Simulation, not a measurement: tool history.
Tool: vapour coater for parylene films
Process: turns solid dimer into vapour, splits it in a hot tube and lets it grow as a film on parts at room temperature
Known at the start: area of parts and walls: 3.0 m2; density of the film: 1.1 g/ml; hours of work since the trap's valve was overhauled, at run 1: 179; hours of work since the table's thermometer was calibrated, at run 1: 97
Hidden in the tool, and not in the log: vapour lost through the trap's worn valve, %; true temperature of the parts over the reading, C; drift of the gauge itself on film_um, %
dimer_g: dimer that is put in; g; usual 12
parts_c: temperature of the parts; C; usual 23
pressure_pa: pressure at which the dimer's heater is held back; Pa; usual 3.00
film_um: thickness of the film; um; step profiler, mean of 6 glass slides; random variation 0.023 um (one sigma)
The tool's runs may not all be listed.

run    hour  dimer_g  parts_c  pressure_pa  hours of work since the trap's valve was overhauled  hours of work since the table's thermometer was calibrated  film_um
  1     0.0       12       23         3.00                                                  179                                                          97     2.02
  2    38.1       12       25         3.00                                                  203                                                         121     1.89
  3    71.4       12       25         3.00                                                  224                                                         142     1.87
  4   106.8       12       25         3.00                                                  246                                                         164     1.82
  5   157.0       12       25         3.00                                                  278                                                         196     1.82
  6   232.8       12       23         9.48                                                  326                                                         243     1.64
  7   288.6       12       19         9.48                                                  361                                                         278     1.81
  8   356.0       12       23         7.15                                                  403                                                         321     1.66
  9   393.2       12       23         3.00                                                  427                                                         344     1.83
      410.1  -- trap's valve overhauled
 10   478.1       12       23         3.00                                                   43                                                         395     1.58
 11   541.2       14       23         3.00                                                   82                                                         435     1.78
      602.8  -- trap's valve overhauled, once more
 12   618.3       12       17         3.00                                                   10                                                         481     2.61
 13   674.0       12       17         3.00                                                   45                                                         516     2.63
 14   726.7        5       23         5.04                                                   78                                                         549     0.82
 15   786.9        8       27         4.37                                                  116                                                         587     1.20
 16   859.0        8       27         4.37                                                  161                                                         632     1.17
 17   894.8       20       23         3.00                                                  184                                                         654     3.39
 18   948.1        9       26        11.86                                                  217                                                         688     1.14
 19  1026.6        6       20         3.00                                                  267                                                         737     1.11
 20  1081.5        6       19         6.48                                                  301                                                         772     1.00
 21  1140.0       15       21         4.02                                                  338                                                         809     2.47
 22  1205.7       19       21         7.11                                                  379                                                         850     2.78
 23  1254.3       19       21         4.38                                                  410                                                         881     2.97

5 ways to go on from here, each from the tool as it stands after run 23. What would each give?
     1294.7  -- trap's valve overhauled
  A  1337.7       19       21        10.34                                                   27                                                         930        ?
     1294.7  -- trap's valve overhauled
  B  1337.7        6       21        11.58                                                   27                                                         930        ?
     1294.7  -- trap's valve overhauled
  C  1337.7       21       16        10.04                                                   27                                                         930        ?
     1294.7  -- trap's valve overhauled
  D  1337.7       22       33         7.76                                                   27                                                         930        ?
     1294.7  -- trap's valve overhauled
  E  1337.7        9       18         2.39                                                   27                                                         930        ?

run  film_um
  A     3.01
  B     0.94
  C     3.91
  D     2.47
  E     1.98
Without the tool's hidden state the same runs would have given:
run  film_um
  A     3.09
  B     0.96
  C     4.01
  D     2.53
  E     2.02
